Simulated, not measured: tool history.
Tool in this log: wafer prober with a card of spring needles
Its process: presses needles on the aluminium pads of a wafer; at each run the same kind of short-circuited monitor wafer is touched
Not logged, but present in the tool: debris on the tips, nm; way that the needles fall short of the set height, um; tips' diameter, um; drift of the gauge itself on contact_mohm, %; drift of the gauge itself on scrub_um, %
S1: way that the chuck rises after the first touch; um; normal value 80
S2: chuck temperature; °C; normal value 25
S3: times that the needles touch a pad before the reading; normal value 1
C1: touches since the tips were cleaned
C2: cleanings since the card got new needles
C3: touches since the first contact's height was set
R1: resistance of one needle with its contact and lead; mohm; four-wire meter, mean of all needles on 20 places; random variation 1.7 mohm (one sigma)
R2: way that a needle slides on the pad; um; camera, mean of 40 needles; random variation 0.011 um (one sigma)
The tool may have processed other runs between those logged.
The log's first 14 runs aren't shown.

run   hour   S1   S2  S3    C1  C2     C3   R1     R2
 15  114.0   80   25   1  3178  12  78451  174  10.56
 16  123.4   80   25   1  4890  12  80163  175  10.54
     127.3  -- tips cleaned on abrasive film
 17  132.6   80   25   1   973  13  81825  172  10.54
 18  138.8   80   25   1  2100  13  82952  172  10.55
 19  144.1   80   25   1  3063  13  83915  173  10.55
     147.3  -- height of the first contact set anew
 20  152.6   80   25   1  4557  13    963  172  10.52
     159.0  -- tips cleaned on abrasive film
 21  162.4   79   91   1   624  14   2734  190  10.41
 22  171.5   99   41   2  2288  14   4398  170  13.04
 23  181.9   80   29   1  4180  14   6290  174  10.53
     189.7  -- tips cleaned on abrasive film
 24  192.1   81   75   2   437  15   8124  182  10.65
 25  199.6   81  107   1  1808  15   9495  188  10.63
 26  207.4   81  107   2  3230  15  10917  187  10.65
 27  213.6   81  107   2  4363  15  12050  189  10.64
     221.1  -- tips cleaned on abrasive film
 28  224.4   62   28   3   615  16  14004  178   8.13
 29  232.6   62   28   3  2109  16  15498  177   8.15
 30  241.4   62   28   3  3702  16  17091  176   8.13
     251.7  -- tips cleaned on abrasive film
 31  252.4  100   40   1   119  17  19076  172  13.11
     255.6  -- gauge calibrated
 32  263.6   76   25   3  2156  17  21113  172  10.07
 33  270.0  100   25   3  3327  17  22284  174  13.25
 34  278.0   66   48   3  4792  17  23749  180   8.76

3 ways to go on from here, each from the tool as it stands after run 34. What would each give?
     283.2  -- tips cleaned on abrasive film
  A  287.7  84   48   3  817  18  25485   ?   ?
     283.2  -- tips cleaned on abrasive film
  B  287.7  66  107   1  817  18  25485   ?   ?
     283.2  -- tips cleaned on abrasive film
  C  287.7  94   48   3  817  18  25485   ?   ?

run   R1     R2
  A  175  11.15
  B  193   8.76
  C  176  12.45
Stripped of hidden state, with their random variation kept, the same runs would have yielded:
run   R1     R2
  A  175  11.17
  B  192   8.77
  C  176  12.47
